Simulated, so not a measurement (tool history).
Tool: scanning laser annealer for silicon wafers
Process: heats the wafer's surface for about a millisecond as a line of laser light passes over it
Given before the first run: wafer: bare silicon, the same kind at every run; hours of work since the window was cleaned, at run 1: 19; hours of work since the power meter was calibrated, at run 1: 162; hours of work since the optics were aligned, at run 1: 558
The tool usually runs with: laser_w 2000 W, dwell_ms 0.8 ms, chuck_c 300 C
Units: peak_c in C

run,hour,laser_w,dwell_ms,chuck_c,hours of work since the window was cleaned,hours of work since the power meter was calibrated,hours of work since the optics were aligned,peak_c
1,0,2000,0.8,300,19,162,558,1053
2,7,2000,0.8,300,23,165,562,1049
3,14,2000,0.8,300,27,169,565,1050
4,23.5,2000,0.8,300,32,174,570,1046
5,31.3,2000,0.8,300,36,178,575,1043
6,40.4,2000,0.8,300,41,183,579,1047
7,45.5,2000,0.8,300,43,186,582,1047
8,55,2000,0.8,300,49,191,587,1044
9,63.3,2000,0.8,300,53,195,592,1044
10,69.4,2000,0.8,300,56,199,595,1045
11,75.6,1936,0.719,300,60,202,598,976
12,80.5,2112,0.768,300,62,205,601,1081
13,86.9,1706,0.8,289,66,208,604,895
14,95.8,2157,0.563,289,70,213,609,978
15,101.3,2157,0.563,289,73,216,612,980
16,110,2000,0.8,328,78,220,617,1068
17,118.2,1903,0.701,304,82,225,621,955
18,124.8,1758,0.855,298,86,228,625,944

What if the next run were any one of these 3? Each begins from the tool's condition after run 18:
A,130.9,1758,0.855,271,89,231,628,?
B,130.9,1758,0.817,338,89,231,628,?
C,130.9,2142,0.855,298,89,231,628,?

run,peak_c
A,917
B,969
C,1133
With the hidden condition removed and each run's random variation left untouched, the same runs would have given:
run,peak_c
A,937
B,989
C,1160
